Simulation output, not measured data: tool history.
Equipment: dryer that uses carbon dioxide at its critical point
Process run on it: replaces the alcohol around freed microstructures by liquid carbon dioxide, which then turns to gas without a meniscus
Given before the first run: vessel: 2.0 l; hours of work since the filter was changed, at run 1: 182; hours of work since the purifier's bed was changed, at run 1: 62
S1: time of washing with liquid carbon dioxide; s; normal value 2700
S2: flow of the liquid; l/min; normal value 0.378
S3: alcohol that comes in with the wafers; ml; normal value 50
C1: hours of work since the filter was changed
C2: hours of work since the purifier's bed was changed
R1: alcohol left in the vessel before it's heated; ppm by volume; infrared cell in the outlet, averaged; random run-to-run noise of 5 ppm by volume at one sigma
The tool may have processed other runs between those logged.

{"run": 1, "hour": 0.0, "S1": 2700, "S2": 0.378, "S3": 50, "C1": 182, "C2": 62, "R1": 49}
{"run": 2, "hour": 8.9, "S1": 2700, "S2": 0.378, "S3": 50, "C1": 186, "C2": 66, "R1": 54}
{"run": 3, "hour": 18.0, "S1": 2700, "S2": 0.378, "S3": 50, "C1": 190, "C2": 70, "R1": 41}
{"run": 4, "hour": 25.9, "S1": 2700, "S2": 0.378, "S3": 50, "C1": 194, "C2": 73, "R1": 43}
{"run": 5, "hour": 33.0, "S1": 2700, "S2": 0.378, "S3": 50, "C1": 197, "C2": 76, "R1": 43}
{"hour": 39.8, "done": "inlet filter changed"}
{"run": 6, "hour": 41.1, "S1": 2700, "S2": 0.378, "S3": 50, "C1": 1, "C2": 79, "R1": 28}
{"run": 7, "hour": 50.0, "S1": 2700, "S2": 0.378, "S3": 37, "C1": 4, "C2": 83, "R1": 32}
{"run": 8, "hour": 59.5, "S1": 2700, "S2": 0.378, "S3": 37, "C1": 8, "C2": 87, "R1": 23}
{"run": 9, "hour": 66.9, "S1": 2700, "S2": 0.366, "S3": 37, "C1": 12, "C2": 90, "R1": 30}
{"run": 10, "hour": 73.6, "S1": 2700, "S2": 0.366, "S3": 37, "C1": 15, "C2": 93, "R1": 34}
{"run": 11, "hour": 83.9, "S1": 2700, "S2": 0.366, "S3": 37, "C1": 19, "C2": 98, "R1": 24}
{"run": 12, "hour": 93.7, "S1": 2700, "S2": 0.378, "S3": 50, "C1": 23, "C2": 102, "R1": 34}
{"run": 13, "hour": 98.5, "S1": 2700, "S2": 0.378, "S3": 50, "C1": 25, "C2": 104, "R1": 25}
{"run": 14, "hour": 106.9, "S1": 2700, "S2": 0.378, "S3": 50, "C1": 29, "C2": 108, "R1": 39}
{"run": 15, "hour": 116.9, "S1": 2700, "S2": 0.378, "S3": 50, "C1": 33, "C2": 112, "R1": 35}
{"run": 16, "hour": 124.3, "S1": 2700, "S2": 0.378, "S3": 50, "C1": 36, "C2": 115, "R1": 45}
{"run": 17, "hour": 133.2, "S1": 2700, "S2": 0.378, "S3": 50, "C1": 40, "C2": 119, "R1": 28}
{"run": 18, "hour": 139.3, "S1": 2700, "S2": 0.378, "S3": 50, "C1": 43, "C2": 121, "R1": 31}
{"run": 19, "hour": 145.8, "S1": 3180, "S2": 0.378, "S3": 94, "C1": 46, "C2": 124, "R1": 30}
{"run": 20, "hour": 151.9, "S1": 2700, "S2": 0.327, "S3": 25, "C1": 48, "C2": 127, "R1": 35}
{"run": 21, "hour": 161.1, "S1": 2280, "S2": 0.279, "S3": 29, "C1": 52, "C2": 131, "R1": 154}
{"run": 22, "hour": 168.5, "S1": 2340, "S2": 0.3, "S3": 82, "C1": 55, "C2": 134, "R1": 287}
{"run": 23, "hour": 178.2, "S1": 4260, "S2": 0.378, "S3": 114, "C1": 60, "C2": 138, "R1": 20}
{"run": 24, "hour": 189.1, "S1": 3660, "S2": 0.378, "S3": 26, "C1": 64, "C2": 143, "R1": 34}
{"run": 25, "hour": 198.9, "S1": 2340, "S2": 0.535, "S3": 78, "C1": 68, "C2": 147, "R1": 30}
{"run": 26, "hour": 207.0, "S1": 2640, "S2": 0.404, "S3": 54, "C1": 72, "C2": 151, "R1": 34}
{"run": 27, "hour": 217.5, "S1": 3420, "S2": 0.539, "S3": 50, "C1": 76, "C2": 155, "R1": 14}
{"run": 28, "hour": 226.3, "S1": 3060, "S2": 0.378, "S3": 51, "C1": 80, "C2": 159, "R1": 26}
{"run": 29, "hour": 235.4, "S1": 2040, "S2": 0.632, "S3": 32, "C1": 84, "C2": 163, "R1": 22}
{"run": 30, "hour": 240.6, "S1": 2040, "S2": 0.632, "S3": 32, "C1": 86, "C2": 165, "R1": 22}

For some of the steps in R1 from one run to the next: how much would appear even if the tool had no hidden state, given the settings, what came in and random variation, and how much remains for the hidden state plus any gauge scatter that the measured result and the result without hidden state don't share?
Unlogged tool condition in this case: flow that reaches the vessel past the clogged filter, %; alcohol in the recycled carbon dioxide, ppm; drift of the gauge itself on alcohol_ppm, %.
Run 20 -> 21: S1 2700 -> 2280, S2 0.327 -> 0.279, S3 25 -> 29. R1 +119 ppm by volume: hidden state +19, all else +100.
Run 21 -> 22: S1 2280 -> 2340, S2 0.279 -> 0.3, S3 29 -> 82. R1 +133 ppm by volume: hidden state +25, all else +108.
Run 22 -> 23: S1 2340 -> 4260, S2 0.3 -> 0.378, S3 82 -> 114. R1 -267 ppm by volume: hidden state -47, all else -220.
